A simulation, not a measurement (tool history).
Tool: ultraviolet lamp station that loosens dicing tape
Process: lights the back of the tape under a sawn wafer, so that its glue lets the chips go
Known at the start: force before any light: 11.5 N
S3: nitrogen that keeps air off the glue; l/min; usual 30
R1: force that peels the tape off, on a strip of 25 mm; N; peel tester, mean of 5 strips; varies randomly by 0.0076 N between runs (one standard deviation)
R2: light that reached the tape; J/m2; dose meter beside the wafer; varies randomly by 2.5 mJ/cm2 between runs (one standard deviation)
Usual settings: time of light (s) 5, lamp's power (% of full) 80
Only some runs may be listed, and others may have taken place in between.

{"run": 1, "hour": 0.0, "time of light (s)": 5, "lamp's power (% of full)": 80, "S3": 30, "R1": 0.446, "R2": 2440}
{"run": 2, "hour": 8.1, "time of light (s)": 5, "lamp's power (% of full)": 80, "S3": 30, "R1": 0.456, "R2": 2420}
{"run": 3, "hour": 22.5, "time of light (s)": 5, "lamp's power (% of full)": 80, "S3": 30, "R1": 0.466, "R2": 2400}
{"run": 4, "hour": 37.0, "time of light (s)": 5, "lamp's power (% of full)": 80, "S3": 30, "R1": 0.476, "R2": 2420}
{"run": 5, "hour": 52.7, "time of light (s)": 7, "lamp's power (% of full)": 80, "S3": 30, "R1": 0.177, "R2": 3400}
{"run": 6, "hour": 67.3, "time of light (s)": 5, "lamp's power (% of full)": 80, "S3": 32, "R1": 0.455, "R2": 2380}
{"run": 7, "hour": 79.3, "time of light (s)": 2, "lamp's power (% of full)": 80, "S3": 30, "R1": 3.111, "R2": 950}
{"run": 8, "hour": 93.4, "time of light (s)": 2, "lamp's power (% of full)": 80, "S3": 30, "R1": 3.036, "R2": 940}
{"run": 9, "hour": 108.3, "time of light (s)": 2, "lamp's power (% of full)": 80, "S3": 30, "R1": 3.166, "R2": 940}
{"hour": 116.2, "done": "window cleaned of glue's vapour"}
{"run": 10, "hour": 125.6, "time of light (s)": 5, "lamp's power (% of full)": 66, "S3": 30, "R1": 0.566, "R2": 2330}
{"run": 11, "hour": 141.6, "time of light (s)": 5, "lamp's power (% of full)": 66, "S3": 30, "R1": 0.577, "R2": 2270}
{"run": 12, "hour": 153.5, "time of light (s)": 5, "lamp's power (% of full)": 66, "S3": 30, "R1": 0.568, "R2": 2250}
{"run": 13, "hour": 165.3, "time of light (s)": 5, "lamp's power (% of full)": 80, "S3": 30, "R1": 0.328, "R2": 2680}
{"run": 14, "hour": 178.9, "time of light (s)": 5, "lamp's power (% of full)": 80, "S3": 30, "R1": 0.328, "R2": 2700}
{"run": 15, "hour": 190.2, "time of light (s)": 5, "lamp's power (% of full)": 80, "S3": 14, "R1": 0.608, "R2": 2690}
{"run": 16, "hour": 204.9, "time of light (s)": 5, "lamp's power (% of full)": 80, "S3": 14, "R1": 0.636, "R2": 2660}
{"run": 17, "hour": 218.2, "time of light (s)": 5, "lamp's power (% of full)": 80, "S3": 14, "R1": 0.64, "R2": 2680}
{"run": 18, "hour": 233.7, "time of light (s)": 5, "lamp's power (% of full)": 80, "S3": 18, "R1": 0.537, "R2": 2660}
{"run": 19, "hour": 248.6, "time of light (s)": 5, "lamp's power (% of full)": 80, "S3": 53, "R1": 0.25, "R2": 2650}
{"run": 20, "hour": 264.2, "time of light (s)": 5, "lamp's power (% of full)": 80, "S3": 53, "R1": 0.264, "R2": 2590}
{"run": 21, "hour": 275.5, "time of light (s)": 5, "lamp's power (% of full)": 80, "S3": 53, "R1": 0.255, "R2": 2580}
{"run": 22, "hour": 290.8, "time of light (s)": 5, "lamp's power (% of full)": 80, "S3": 30, "R1": 0.389, "R2": 2600}
{"run": 23, "hour": 306.4, "time of light (s)": 6, "lamp's power (% of full)": 80, "S3": 55, "R1": 0.145, "R2": 3080}
{"run": 24, "hour": 320.2, "time of light (s)": 5, "lamp's power (% of full)": 80, "S3": 56, "R1": 0.253, "R2": 2540}
{"run": 25, "hour": 334.1, "time of light (s)": 4, "lamp's power (% of full)": 80, "S3": 29, "R1": 0.756, "R2": 2050}
{"run": 26, "hour": 346.5, "time of light (s)": 9, "lamp's power (% of full)": 89, "S3": 33, "R1": 0.061, "R2": 5130}
{"run": 27, "hour": 359.0, "time of light (s)": 3, "lamp's power (% of full)": 61, "S3": 9, "R1": 3.754, "R2": 1160}
{"run": 28, "hour": 370.2, "time of light (s)": 5, "lamp's power (% of full)": 91, "S3": 13, "R1": 0.533, "R2": 2880}
{"run": 29, "hour": 381.8, "time of light (s)": 5, "lamp's power (% of full)": 91, "S3": 13, "R1": 0.561, "R2": 2870}
{"run": 30, "hour": 396.0, "time of light (s)": 5, "lamp's power (% of full)": 80, "S3": 33, "R1": 0.394, "R2": 2500}
{"run": 31, "hour": 409.5, "time of light (s)": 4, "lamp's power (% of full)": 80, "S3": 30, "R1": 0.81, "R2": 1960}
{"run": 32, "hour": 423.5, "time of light (s)": 3, "lamp's power (% of full)": 66, "S3": 26, "R1": 2.278, "R2": 1220}
{"run": 33, "hour": 437.1, "time of light (s)": 4, "lamp's power (% of full)": 66, "S3": 44, "R1": 1.1, "R2": 1610}
{"run": 34, "hour": 447.3, "time of light (s)": 2, "lamp's power (% of full)": 66, "S3": 44, "R1": 3.436, "R2": 820}
{"run": 35, "hour": 458.1, "time of light (s)": 2, "lamp's power (% of full)": 66, "S3": 44, "R1": 3.479, "R2": 810}
{"run": 36, "hour": 467.4, "time of light (s)": 7, "lamp's power (% of full)": 66, "S3": 11, "R1": 0.662, "R2": 2830}
{"run": 37, "hour": 480.5, "time of light (s)": 7, "lamp's power (% of full)": 66, "S3": 11, "R1": 0.678, "R2": 2810}
{"run": 38, "hour": 488.3, "time of light (s)": 5, "lamp's power (% of full)": 65, "S3": 30, "R1": 0.816, "R2": 1960}
{"run": 39, "hour": 504.4, "time of light (s)": 2, "lamp's power (% of full)": 65, "S3": 30, "R1": 3.818, "R2": 780}
{"run": 40, "hour": 518.9, "time of light (s)": 3, "lamp's power (% of full)": 70, "S3": 33, "R1": 2.017, "R2": 1270}
{"run": 41, "hour": 528.2, "time of light (s)": 10, "lamp's power (% of full)": 81, "S3": 18, "R1": 0.09, "R2": 4860}
{"run": 42, "hour": 538.1, "time of light (s)": 5, "lamp's power (% of full)": 65, "S3": 30, "R1": 0.83, "R2": 1950}
{"run": 43, "hour": 550.7, "time of light (s)": 5, "lamp's power (% of full)": 65, "S3": 30, "R1": 0.857, "R2": 1930}
{"run": 44, "hour": 563.1, "time of light (s)": 3, "lamp's power (% of full)": 80, "S3": 30, "R1": 1.682, "R2": 1390}

Had the tool no unlogged condition, and each run kept its random variation, what would the results have been?
Hidden conditions of the tool in this case: lamp's light, % of a new lamp's; light that the window lets through, % of a clean one's; drift of the gauge itself on peel_n, %; drift of the gauge itself on dose_mj_cm2, %.
run=1 R1=0.28 R2=2840
run=2 R1=0.281 R2=2830
run=3 R1=0.287 R2=2820
run=4 R1=0.288 R2=2850
run=5 R1=0.112 R2=4040
run=6 R1=0.264 R2=2840
run=7 R1=2.413 R2=1130
run=8 R1=2.339 R2=1140
run=9 R1=2.425 R2=1140
run=10 R1=0.515 R2=2410
run=11 R1=0.516 R2=2360
run=12 R1=0.502 R2=2350
run=13 R1=0.282 R2=2810
run=14 R1=0.277 R2=2840
run=15 R1=0.52 R2=2840
run=16 R1=0.539 R2=2830
run=17 R1=0.533 R2=2860
run=18 R1=0.438 R2=2860
run=19 R1=0.196 R2=2860
run=20 R1=0.205 R2=2810
run=21 R1=0.194 R2=2820
run=22 R1=0.293 R2=2840
run=23 R1=0.111 R2=3400
run=24 R1=0.182 R2=2820
run=25 R1=0.568 R2=2290
run=26 R1=0.056 R2=5730
run=27 R1=3.274 R2=1310
run=28 R1=0.377 R2=3250
run=29 R1=0.391 R2=3240
run=30 R1=0.268 R2=2840
run=31 R1=0.57 R2=2240
run=32 R1=1.803 R2=1400
run=33 R1=0.774 R2=1860
run=34 R1=2.849 R2=950
run=35 R1=2.871 R2=940
run=36 R1=0.429 R2=3300
run=37 R1=0.437 R2=3290
run=38 R1=0.531 R2=2310
run=39 R1=3.153 R2=920
run=40 R1=1.466 R2=1510
run=41 R1=0.068 R2=5780
run=42 R1=0.516 R2=2330
run=43 R1=0.525 R2=2320
run=44 R1=1.143 R2=1680

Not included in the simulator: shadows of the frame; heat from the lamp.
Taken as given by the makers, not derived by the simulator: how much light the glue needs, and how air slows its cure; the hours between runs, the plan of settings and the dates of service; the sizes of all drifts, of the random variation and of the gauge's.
